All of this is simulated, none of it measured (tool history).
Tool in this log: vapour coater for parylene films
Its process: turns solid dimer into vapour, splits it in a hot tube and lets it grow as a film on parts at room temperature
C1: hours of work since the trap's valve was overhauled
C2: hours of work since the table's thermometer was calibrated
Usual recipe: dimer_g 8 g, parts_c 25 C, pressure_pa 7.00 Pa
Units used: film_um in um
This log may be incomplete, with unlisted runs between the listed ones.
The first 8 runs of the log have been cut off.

-- hour=230.0 trap's valve overhauled
run 9 hour=241.2 | dimer_g=8 parts_c=25 pressure_pa=7.00 | C1=10 C2=792 | film_um=6.05
run 10 hour=261.4 | dimer_g=8 parts_c=25 pressure_pa=7.00 | C1=27 C2=809 | film_um=6.10
run 11 hour=304.3 | dimer_g=8 parts_c=25 pressure_pa=7.00 | C1=64 C2=846 | film_um=6.08
run 12 hour=322.5 | dimer_g=8 parts_c=25 pressure_pa=7.00 | C1=80 C2=862 | film_um=5.92
run 13 hour=355.1 | dimer_g=8 parts_c=25 pressure_pa=7.00 | C1=108 C2=890 | film_um=5.88
run 14 hour=399.2 | dimer_g=8 parts_c=25 pressure_pa=7.00 | C1=146 C2=928 | film_um=5.84
run 15 hour=424.4 | dimer_g=8 parts_c=25 pressure_pa=7.00 | C1=168 C2=950 | film_um=5.84
run 16 hour=444.8 | dimer_g=8 parts_c=25 pressure_pa=7.00 | C1=185 C2=967 | film_um=5.83
run 17 hour=470.2 | dimer_g=8 parts_c=25 pressure_pa=7.00 | C1=207 C2=989 | film_um=5.79
run 18 hour=513.9 | dimer_g=8 parts_c=25 pressure_pa=7.00 | C1=245 C2=1027 | film_um=5.70
run 19 hour=551.1 | dimer_g=8 parts_c=25 pressure_pa=7.00 | C1=277 C2=1059 | film_um=5.65
run 20 hour=583.5 | dimer_g=8 parts_c=25 pressure_pa=7.00 | C1=305 C2=1087 | film_um=5.63
run 21 hour=601.8 | dimer_g=8 parts_c=25 pressure_pa=7.00 | C1=321 C2=1103 | film_um=5.56
run 22 hour=620.8 | dimer_g=8 parts_c=25 pressure_pa=7.00 | C1=337 C2=1119 | film_um=5.56

The next listed run, before its measurement:
run 23 hour=657.3 | dimer_g=5 parts_c=25 pressure_pa=7.00 | C1=369 C2=1151 | film_um=?

{"run 23": {"film_um": 3.45}}
The same run, on a tool lacking any hidden state, would have yielded film_um 3.77 um.

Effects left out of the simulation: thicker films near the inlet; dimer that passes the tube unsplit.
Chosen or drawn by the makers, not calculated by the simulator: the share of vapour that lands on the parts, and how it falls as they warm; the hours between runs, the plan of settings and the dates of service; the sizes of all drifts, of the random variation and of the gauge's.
